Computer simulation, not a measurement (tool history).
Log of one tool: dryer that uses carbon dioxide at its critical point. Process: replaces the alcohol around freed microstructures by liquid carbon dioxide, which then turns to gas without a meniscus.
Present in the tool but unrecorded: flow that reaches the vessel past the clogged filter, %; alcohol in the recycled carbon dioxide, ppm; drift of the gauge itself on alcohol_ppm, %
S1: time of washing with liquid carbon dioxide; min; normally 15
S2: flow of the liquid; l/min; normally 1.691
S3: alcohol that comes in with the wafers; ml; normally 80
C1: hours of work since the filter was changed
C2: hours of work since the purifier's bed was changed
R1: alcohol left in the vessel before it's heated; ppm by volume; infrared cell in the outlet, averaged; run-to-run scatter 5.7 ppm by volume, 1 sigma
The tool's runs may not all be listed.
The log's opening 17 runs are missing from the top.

Run 18, hour 543.6: usual settings but S2 2.000 l/min; C1 181; C2 624. Result: R1 182 ppm by volume.
Run 19, hour 574.6: usual settings but S2 2.000 l/min; C1 201; C2 644. Result: R1 185 ppm by volume.
Run 20, hour 605.6: usual settings but S2 2.000 l/min; C1 221; C2 664. Result: R1 191 ppm by volume.
Run 21, hour 628.8: usual settings but S2 2.000 l/min; C1 236; C2 679. Result: R1 202 ppm by volume.
At hour 659.0: inlet filter changed.
Run 22, hour 668.4: usual settings but S2 2.570 l/min, S3 99 ml; C1 6; C2 703. Result: R1 77 ppm by volume.
Run 23, hour 697.2: usual settings but S1 19 min, S2 2.200 l/min, S3 20 ml; C1 25; C2 722. Result: R1 71 ppm by volume.
Run 24, hour 740.3: usual settings but S1 19 min, S2 2.200 l/min, S3 20 ml; C1 52; C2 750. Result: R1 74 ppm by volume.
Run 25, hour 773.1: usual settings but S1 19 min, S2 2.200 l/min, S3 20 ml; C1 73; C2 771. Result: R1 78 ppm by volume.
Run 26, hour 800.4: usual settings but S1 19 min, S2 2.200 l/min, S3 20 ml; C1 91; C2 788. Result: R1 71 ppm by volume.
Run 27, hour 846.4: usual settings but S1 18 min, S2 1.740 l/min, S3 22 ml; C1 120; C2 818. Result: R1 86 ppm by volume.
Run 28, hour 891.7: usual settings but S1 18 min, S2 1.740 l/min, S3 22 ml; C1 150; C2 847. Result: R1 109 ppm by volume.
Run 29, hour 911.3: usual settings but S1 24 min, S2 1.060 l/min, S3 117 ml; C1 162; C2 859. Result: R1 489 ppm by volume.
Run 30, hour 946.7: usual settings but S1 12 min, S2 1.700 l/min, S3 46 ml; C1 185; C2 882. Result: R1 447 ppm by volume.
At hour 970.1: purifier's bed changed.
Run 31, hour 977.3: usual settings but S1 12 min, S2 1.170 l/min, S3 46 ml; C1 203; C2 5. Result: R1 1155 ppm by volume.
Run 32, hour 1009.1: usual settings but S2 1.840 l/min, S3 111 ml; C1 223; C2 25. Result: R1 286 ppm by volume.
Run 33, hour 1041.0: usual settings but S2 1.840 l/min, S3 23 ml; C1 244; C2 46. Result: R1 79 ppm by volume.
At hour 1059.9: inlet filter changed.
Run 34, hour 1085.6: usual settings but S2 1.840 l/min, S3 23 ml; C1 16; C2 74. Result: R1 37 ppm by volume.
Run 35, hour 1121.0: usual settings but S1 12 min, S2 1.350 l/min, S3 22 ml; C1 39; C2 96. Result: R1 311 ppm by volume.
Run 36, hour 1156.4: usual settings but S1 13 min, S2 1.910 l/min, S3 22 ml; C1 62; C2 119. Result: R1 80 ppm by volume.

Below are 5 alternative next runs, each starting from the tool's condition after run 36. Predict each:
Run A, hour 1178.1: usual settings but S1 10 min, S2 1.830 l/min, S3 21 ml; C1 76; C2 133. Result: R1 ?.
Run B, hour 1178.1: usual settings but S1 11 min, S2 2.610 l/min; C1 76; C2 133. Result: R1 ?.
Run C, hour 1178.1: usual settings but S2 1.300 l/min; C1 76; C2 133. Result: R1 ?.
Run D, hour 1178.1: usual settings but S1 13 min, S2 1.910 l/min, S3 39 ml; C1 76; C2 133. Result: R1 ?.
Run E, hour 1178.1: usual settings but S1 9 min; C1 76; C2 133. Result: R1 ?.

run    R1
  A   218
  B   125
  C   651
  D   130
  E  1356
What these runs would have given with no unlogged condition in the tool:
run    R1
  A   181
  B    94
  C   557
  D    99
  E  1203
